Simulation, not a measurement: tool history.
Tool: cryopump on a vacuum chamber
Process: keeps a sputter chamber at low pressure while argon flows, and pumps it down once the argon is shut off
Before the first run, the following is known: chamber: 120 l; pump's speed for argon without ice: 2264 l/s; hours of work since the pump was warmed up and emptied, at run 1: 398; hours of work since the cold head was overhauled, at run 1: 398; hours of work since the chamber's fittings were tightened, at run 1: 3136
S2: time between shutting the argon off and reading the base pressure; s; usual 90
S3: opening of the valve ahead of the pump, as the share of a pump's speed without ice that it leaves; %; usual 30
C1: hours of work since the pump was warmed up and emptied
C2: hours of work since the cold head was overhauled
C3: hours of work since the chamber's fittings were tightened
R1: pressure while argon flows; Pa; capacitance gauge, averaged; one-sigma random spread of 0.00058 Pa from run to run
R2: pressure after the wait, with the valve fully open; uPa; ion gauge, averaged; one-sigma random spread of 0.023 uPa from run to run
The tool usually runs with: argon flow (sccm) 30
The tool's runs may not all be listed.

run 1 hour=0.0 | argon_flow_(sccm)=30 S2=90 S3=30 | C1=398 C2=398 C3=3136 | R1=0.0801 R2=1.52
run 2 hour=18.4 | argon_flow_(sccm)=30 S2=90 S3=30 | C1=411 C2=411 C3=3149 | R1=0.0798 R2=1.59
run 3 hour=32.1 | argon_flow_(sccm)=30 S2=66 S3=30 | C1=420 C2=420 C3=3158 | R1=0.0793 R2=1.82
run 4 hour=41.3 | argon_flow_(sccm)=30 S2=59 S3=30 | C1=426 C2=426 C3=3165 | R1=0.0794 R2=1.88
run 5 hour=59.4 | argon_flow_(sccm)=18 S2=59 S3=30 | C1=439 C2=439 C3=3177 | R1=0.0485 R2=1.88
run 6 hour=76.0 | argon_flow_(sccm)=18 S2=59 S3=30 | C1=450 C2=450 C3=3188 | R1=0.0488 R2=1.90
run 7 hour=93.5 | argon_flow_(sccm)=30 S2=169 S3=30 | C1=462 C2=462 C3=3200 | R1=0.0806 R2=1.34
run 8 hour=107.4 | argon_flow_(sccm)=30 S2=90 S3=30 | C1=471 C2=471 C3=3210 | R1=0.0801 R2=1.58
run 9 hour=119.0 | argon_flow_(sccm)=30 S2=90 S3=30 | C1=479 C2=479 C3=3217 | R1=0.0803 R2=1.62
run 10 hour=127.5 | argon_flow_(sccm)=48 S2=90 S3=30 | C1=485 C2=485 C3=3223 | R1=0.1294 R2=1.62
run 11 hour=142.9 | argon_flow_(sccm)=48 S2=90 S3=30 | C1=496 C2=496 C3=3234 | R1=0.1305 R2=1.60
run 12 hour=154.6 | argon_flow_(sccm)=48 S2=90 S3=27 | C1=504 C2=504 C3=3242 | R1=0.1450 R2=1.65
run 13 hour=172.4 | argon_flow_(sccm)=30 S2=90 S3=30 | C1=516 C2=516 C3=3254 | R1=0.0815 R2=1.59
-- hour=182.5 pump warmed up, emptied and cooled again
run 14 hour=187.5 | argon_flow_(sccm)=30 S2=38 S3=19 | C1=3 C2=523 C3=3261 | R1=0.1168 R2=2.23
run 15 hour=196.8 | argon_flow_(sccm)=20 S2=41 S3=18 | C1=10 C2=529 C3=3267 | R1=0.0841 R2=2.07
run 16 hour=215.9 | argon_flow_(sccm)=50 S2=32 S3=46 | C1=23 C2=542 C3=3280 | R1=0.0819 R2=2.44
run 17 hour=232.4 | argon_flow_(sccm)=55 S2=173 S3=30 | C1=34 C2=553 C3=3291 | R1=0.1385 R2=1.13
run 18 hour=245.1 | argon_flow_(sccm)=17 S2=173 S3=21 | C1=43 C2=562 C3=3300 | R1=0.0611 R2=1.19
run 19 hour=254.4 | argon_flow_(sccm)=17 S2=173 S3=31 | C1=49 C2=568 C3=3306 | R1=0.0418 R2=1.14
run 20 hour=269.9 | argon_flow_(sccm)=17 S2=173 S3=31 | C1=60 C2=579 C3=3317 | R1=0.0416 R2=1.13
run 21 hour=284.1 | argon_flow_(sccm)=17 S2=173 S3=31 | C1=69 C2=588 C3=3327 | R1=0.0417 R2=1.14
run 22 hour=302.3 | argon_flow_(sccm)=17 S2=173 S3=31 | C1=82 C2=601 C3=3339 | R1=0.0421 R2=1.18
-- hour=312.1 leaking fittings of the chamber tightened, without venting
run 23 hour=320.0 | argon_flow_(sccm)=17 S2=173 S3=31 | C1=92 C2=611 C3=5 | R1=0.0417 R2=0.45
run 24 hour=330.0 | argon_flow_(sccm)=17 S2=173 S3=31 | C1=99 C2=618 C3=12 | R1=0.0421 R2=0.45
run 25 hour=344.3 | argon_flow_(sccm)=17 S2=173 S3=31 | C1=109 C2=628 C3=22 | R1=0.0411 R2=0.47

Take each entry between the runs: how does the hidden state at the last listed run before it differ from the hidden state at the first listed run after it?
Run 13 -> run 14: pump warmed up, emptied and cooled again (hour 182.5)
  pump's speed, % of a pump's without ice: 76.6 -> 98.9; leak into the chamber, uPa l/s: 1822 -> 1826
  difference, measured minus the result without the unlogged condition, R1: +0.0071 -> +0.0003 Pa; R2: +0.92 -> +0.69 uPa
Run 22 -> run 23: leaking fittings of the chamber tightened, without venting (hour 312.1)
  pump's speed, % of a pump's without ice: 95.3 -> 94.8; leak into the chamber, uPa l/s: 1863 -> 343
  difference, measured minus the result without the unlogged condition, R1: +0.0007 -> +0.0007 Pa; R2: +0.74 -> +0.03 uPa
